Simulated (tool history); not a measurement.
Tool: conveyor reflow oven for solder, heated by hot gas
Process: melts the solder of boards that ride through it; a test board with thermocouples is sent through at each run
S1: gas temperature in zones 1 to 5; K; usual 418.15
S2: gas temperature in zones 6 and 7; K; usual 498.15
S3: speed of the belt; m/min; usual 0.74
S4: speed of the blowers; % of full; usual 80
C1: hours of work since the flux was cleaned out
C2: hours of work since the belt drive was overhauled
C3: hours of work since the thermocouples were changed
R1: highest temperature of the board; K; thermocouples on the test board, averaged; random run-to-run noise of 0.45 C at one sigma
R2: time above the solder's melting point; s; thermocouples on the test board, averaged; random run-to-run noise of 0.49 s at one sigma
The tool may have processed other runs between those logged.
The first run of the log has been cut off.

run   hour      S1      S2     S3  S4   C1   C2   C3      R1    R2
  2    9.7  418.15  498.15  0.637  80  150  245  687  492.55  61.4
  3   18.6  418.15  498.15  0.637  80  156  251  693  492.55  62.1
  4   26.2  418.15  498.15   0.74  66  161  256  698  485.25  48.4
  5   36.1  418.15  498.15   0.74  66  167  263  704  485.45  47.2
  6     43  418.15  498.15   0.74  66  172  267  709  485.65  46.8
  7   54.4  418.15  498.15   0.74  66  179  275  717  485.05  47.3
  8   60.2  418.15  498.15   0.74  66  183  279  720  485.15  46.6
  9   70.6  418.15  498.15   0.74  66  190  286  727  484.95  47.6
 10   81.6  418.15  498.15   0.74  66  197  293  735  484.75  47.6
 11   90.5  418.15  498.15   0.74  52  203  299  741  481.35  42.8
 12   98.1  418.15  498.15   0.74  52  208  304  746  481.25  42.7
 13  105.7  418.15  498.15  0.752  80  213  309  751  487.95  48.3
 14  117.6  418.15  498.15  0.783  80  221  317  759  486.95  45.9
 15  123.7  418.15  498.15  0.865  80  225  321  763  483.35    40
 16  130.6  418.15  498.15   0.74  80  230  325  767  488.45  49.8
 17  136.7  425.15  501.15  0.673  51  234  329  771  487.75  56.9

Expected results for the next run?
 18  148.7  425.15  500.15  0.673  51  242  337  779   ?   ?

{"run 18": {"R1": 487.85, "R2": 55.6}}
Take away the tool's hidden state, keep the run-to-run variation as it was, and the same run would have given R1 485.45 K, R2 53.3 s.
